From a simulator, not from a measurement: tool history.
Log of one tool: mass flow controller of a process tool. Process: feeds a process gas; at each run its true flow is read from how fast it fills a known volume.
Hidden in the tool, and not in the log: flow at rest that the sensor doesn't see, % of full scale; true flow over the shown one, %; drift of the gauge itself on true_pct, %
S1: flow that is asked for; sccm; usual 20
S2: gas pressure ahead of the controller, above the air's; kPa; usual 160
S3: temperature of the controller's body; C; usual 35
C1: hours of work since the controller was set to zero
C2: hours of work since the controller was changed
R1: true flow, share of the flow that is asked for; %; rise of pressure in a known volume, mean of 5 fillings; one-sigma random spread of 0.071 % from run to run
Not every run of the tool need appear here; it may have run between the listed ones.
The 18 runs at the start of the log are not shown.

{"run": 19, "hour": 1099.0, "S1": 20, "S2": 208, "S3": 35, "C1": 1856, "C2": 1856, "R1": 101.69}
{"run": 20, "hour": 1148.2, "S1": 20, "S2": 208, "S3": 35, "C1": 1887, "C2": 1887, "R1": 101.83}
{"run": 21, "hour": 1189.4, "S1": 20, "S2": 208, "S3": 25, "C1": 1913, "C2": 1913, "R1": 101}
{"run": 22, "hour": 1242.0, "S1": 20, "S2": 208, "S3": 25, "C1": 1946, "C2": 1946, "R1": 101.06}
{"run": 23, "hour": 1292.5, "S1": 20, "S2": 208, "S3": 25, "C1": 1978, "C2": 1978, "R1": 101.09}
{"run": 24, "hour": 1354.0, "S1": 12, "S2": 208, "S3": 25, "C1": 2017, "C2": 2017, "R1": 101.16}
{"run": 25, "hour": 1400.7, "S1": 12, "S2": 208, "S3": 25, "C1": 2046, "C2": 2046, "R1": 101.17}
{"run": 26, "hour": 1467.3, "S1": 6, "S2": 167, "S3": 31, "C1": 2088, "C2": 2088, "R1": 101.4}
{"run": 27, "hour": 1503.2, "S1": 44, "S2": 177, "S3": 31, "C1": 2111, "C2": 2111, "R1": 101.93}
{"run": 28, "hour": 1567.9, "S1": 44, "S2": 177, "S3": 31, "C1": 2152, "C2": 2152, "R1": 102.04}
{"run": 29, "hour": 1638.6, "S1": 35, "S2": 232, "S3": 20, "C1": 2197, "C2": 2197, "R1": 101.72}

For run 30, what comes out?
{"run": 30, "hour": 1697.0, "S1": 16, "S2": 232, "S3": 20, "C1": 2234, "C2": 2234, "R1": "?"}

{"run 30": {"R1": 101.34}}
If the tool had no hidden condition, the same run with the same run-to-run variation would have returned R1 99.42 %.

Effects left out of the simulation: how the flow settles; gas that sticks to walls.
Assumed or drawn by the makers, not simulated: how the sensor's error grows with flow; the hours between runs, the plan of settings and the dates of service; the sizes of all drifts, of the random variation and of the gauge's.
